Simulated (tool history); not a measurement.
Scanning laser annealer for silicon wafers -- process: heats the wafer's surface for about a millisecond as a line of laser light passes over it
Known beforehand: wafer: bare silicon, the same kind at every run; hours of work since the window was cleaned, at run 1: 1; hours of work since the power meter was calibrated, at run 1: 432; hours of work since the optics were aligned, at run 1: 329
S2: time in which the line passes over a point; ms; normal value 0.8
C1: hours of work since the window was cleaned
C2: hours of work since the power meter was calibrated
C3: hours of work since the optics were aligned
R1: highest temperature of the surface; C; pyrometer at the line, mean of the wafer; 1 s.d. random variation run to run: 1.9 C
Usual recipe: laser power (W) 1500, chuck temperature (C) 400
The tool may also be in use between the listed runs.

Run 1, hour 0.0: usual settings; C1 1; C2 432; C3 329. Result: R1 1184 C.
Run 2, hour 43.8: usual settings but laser power (W) 1395; C1 20; C2 450; C3 347. Result: R1 1124 C.
Run 3, hour 92.1: usual settings; C1 40; C2 470; C3 367. Result: R1 1181 C.
Run 4, hour 165.3: usual settings but laser power (W) 1474; C1 71; C2 501; C3 398. Result: R1 1163 C.
Run 5, hour 202.1: usual settings; C1 86; C2 517; C3 414. Result: R1 1180 C.
At hour 211.6: optics aligned, line set to its width.
Run 6, hour 248.4: usual settings; C1 104; C2 534; C3 15. Result: R1 1170 C.
Run 7, hour 297.8: usual settings; C1 125; C2 555; C3 36. Result: R1 1171 C.
Run 8, hour 359.4: usual settings; C1 151; C2 581; C3 62. Result: R1 1169 C.
Run 9, hour 442.2: usual settings; C1 185; C2 616; C3 97. Result: R1 1165 C.

For run 10, what comes out?
Run 10, hour 518.1: usual settings but laser power (W) 1561, chuck temperature (C) 411; C1 217; C2 648; C3 129. Result: R1 ?.

{"run 10": {"R1": 1210}}
With the hidden condition absent and the run-to-run variation left alone, this run would have shown R1 1237 C.

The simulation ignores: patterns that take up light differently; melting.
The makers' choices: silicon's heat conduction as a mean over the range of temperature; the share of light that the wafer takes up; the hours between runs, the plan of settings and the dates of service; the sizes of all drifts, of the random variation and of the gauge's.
